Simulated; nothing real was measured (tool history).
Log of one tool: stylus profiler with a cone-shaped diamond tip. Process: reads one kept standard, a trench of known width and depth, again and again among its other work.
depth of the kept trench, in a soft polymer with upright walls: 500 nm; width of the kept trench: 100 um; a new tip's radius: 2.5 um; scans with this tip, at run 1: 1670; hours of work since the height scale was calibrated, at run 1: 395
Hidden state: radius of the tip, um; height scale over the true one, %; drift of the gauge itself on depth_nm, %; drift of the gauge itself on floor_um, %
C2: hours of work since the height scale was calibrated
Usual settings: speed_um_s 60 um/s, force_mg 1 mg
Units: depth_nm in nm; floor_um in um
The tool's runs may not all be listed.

Run 1, hour 0: usual settings; scans with this tip 1670; C2 395. Result: depth_nm 503.9 nm, floor_um 96.42 um.
Run 2, hour 63.8: usual settings but speed_um_s 53 um/s; scans with this tip 1869; C2 443. Result: depth_nm 504.04 nm, floor_um 96.52 um.
Run 3, hour 135.1: usual settings; scans with this tip 2091; C2 495. Result: depth_nm 504.2 nm, floor_um 96.36 um.
Run 4, hour 192.6: usual settings; scans with this tip 2271; C2 538. Result: depth_nm 504.08 nm, floor_um 96.38 um.
Run 5, hour 228.5: usual settings; scans with this tip 2383; C2 564. Result: depth_nm 504.22 nm, floor_um 96.37 um.
Run 6, hour 285.7: usual settings; scans with this tip 2561; C2 607. Result: depth_nm 504.26 nm, floor_um 96.34 um.
Run 7, hour 343.6: usual settings; scans with this tip 2742; C2 649. Result: depth_nm 504.27 nm, floor_um 96.32 um.
Run 8, hour 413.5: usual settings; scans with this tip 2960; C2 701. Result: depth_nm 504.16 nm, floor_um 96.31 um.
Run 9, hour 467.7: usual settings; scans with this tip 3129; C2 741. Result: depth_nm 504.31 nm, floor_um 96.3 um.
Run 10, hour 516.3: usual settings; scans with this tip 3280; C2 777. Result: depth_nm 504.21 nm, floor_um 96.33 um.
Run 11, hour 552.6: usual settings; scans with this tip 3394; C2 804. Result: depth_nm 504.3 nm, floor_um 96.31 um.
Run 12, hour 637.5: usual settings; scans with this tip 3659; C2 867. Result: depth_nm 504.38 nm, floor_um 96.32 um.
Run 13, hour 706.6: usual settings; scans with this tip 3874; C2 918. Result: depth_nm 504.42 nm, floor_um 96.29 um.
Run 14, hour 784.9: usual settings but force_mg 0.84 mg; scans with this tip 4118; C2 975. Result: depth_nm 503.96 nm, floor_um 96.14 um.
Run 15, hour 867.4: usual settings but force_mg 0.84 mg; scans with this tip 4375; C2 1036. Result: depth_nm 504.12 nm, floor_um 96.23 um.
Run 16, hour 921.2: usual settings but force_mg 0.84 mg; scans with this tip 4544; C2 1076. Result: depth_nm 504.13 nm, floor_um 96.25 um.
At hour 929: height scale calibrated on a step standard.
Run 17, hour 969.4: usual settings but speed_um_s 16 um/s, force_mg 1.25 mg; scans with this tip 4692; C2 30. Result: depth_nm 505.47 nm, floor_um 96.52 um.
Run 18, hour 1034.6: usual settings but speed_um_s 16 um/s, force_mg 1.25 mg; scans with this tip 4896; C2 78. Result: depth_nm 505.38 nm, floor_um 96.54 um.
At hour 1091.3: height scale calibrated on a step standard, once more.
Run 19, hour 1091.3: usual settings but speed_um_s 26 um/s, force_mg 0.44 mg; scans with this tip 5071; C2 0. Result: depth_nm 501.84 nm, floor_um 96.41 um.
Run 20, hour 1156.8: usual settings but speed_um_s 24 um/s, force_mg 0.86 mg; scans with this tip 5275; C2 48. Result: depth_nm 503.1 nm, floor_um 96.43 um.
Run 21, hour 1234.6: usual settings but speed_um_s 39 um/s, force_mg 0.53 mg; scans with this tip 5518; C2 106. Result: depth_nm 502.25 nm, floor_um 96.2 um.
Run 22, hour 1312.3: usual settings but speed_um_s 16 um/s; scans with this tip 5760; C2 163. Result: depth_nm 503.57 nm, floor_um 96.47 um.
Run 23, hour 1366.7: usual settings but force_mg 1.38 mg; scans with this tip 5930; C2 203. Result: depth_nm 504.53 nm, floor_um 96.2 um.
Run 24, hour 1443.8: usual settings but force_mg 0.47 mg; scans with this tip 6171; C2 260. Result: depth_nm 502.13 nm, floor_um 95.89 um.
Run 25, hour 1478.6: usual settings but speed_um_s 162 um/s; scans with this tip 6279; C2 286. Result: depth_nm 503.87 nm, floor_um 95.39 um.
Run 26, hour 1554.8: usual settings but speed_um_s 162 um/s; scans with this tip 6517; C2 342. Result: depth_nm 503.73 nm, floor_um 95.36 um.
Run 27, hour 1600.1: usual settings but speed_um_s 162 um/s; scans with this tip 6658; C2 376. Result: depth_nm 503.65 nm, floor_um 95.38 um.
Run 28, hour 1664.9: usual settings but speed_um_s 22 um/s, force_mg 0.8 mg; scans with this tip 6860; C2 424. Result: depth_nm 503.06 nm, floor_um 96.29 um.
Run 29, hour 1707.4: usual settings but speed_um_s 23 um/s, force_mg 1.75 mg; scans with this tip 6993; C2 455. Result: depth_nm 505.72 nm, floor_um 96.36 um.
Run 30, hour 1746.4: usual settings but force_mg 0.66 mg; scans with this tip 7114; C2 484. Result: depth_nm 502.76 nm, floor_um 95.98 um.
Run 31, hour 1797.8: usual settings but speed_um_s 156 um/s, force_mg 2.77 mg; scans with this tip 7275; C2 522. Result: depth_nm 507.69 nm, floor_um 95.77 um.

4 ways to go on from here, each from the tool as it stands after run 31. What would each give?
Run A, hour 1869.1: usual settings but speed_um_s 22 um/s, force_mg 1.52 mg; scans with this tip 7497; C2 575. Result: depth_nm ?, floor_um ?.
Run B, hour 1869.1: usual settings but speed_um_s 123 um/s, force_mg 0.69 mg; scans with this tip 7497; C2 575. Result: depth_nm ?, floor_um ?.
Run C, hour 1869.1: usual settings but speed_um_s 65 um/s, force_mg 2.77 mg; scans with this tip 7497; C2 575. Result: depth_nm ?, floor_um ?.
Run D, hour 1869.1: usual settings but speed_um_s 68 um/s, force_mg 0.64 mg; scans with this tip 7497; C2 575. Result: depth_nm ?, floor_um ?.

run  depth_nm  floor_um
  A    505.16     96.36
  B    503.04     95.44
  C    507.64     96.16
  D    502.95     95.85
Without the tool's hidden state the same runs would have given:
run  depth_nm  floor_um
  A    505.26     96.89
  B    503.14     95.97
  C    507.74      96.7
  D    503.06     96.38
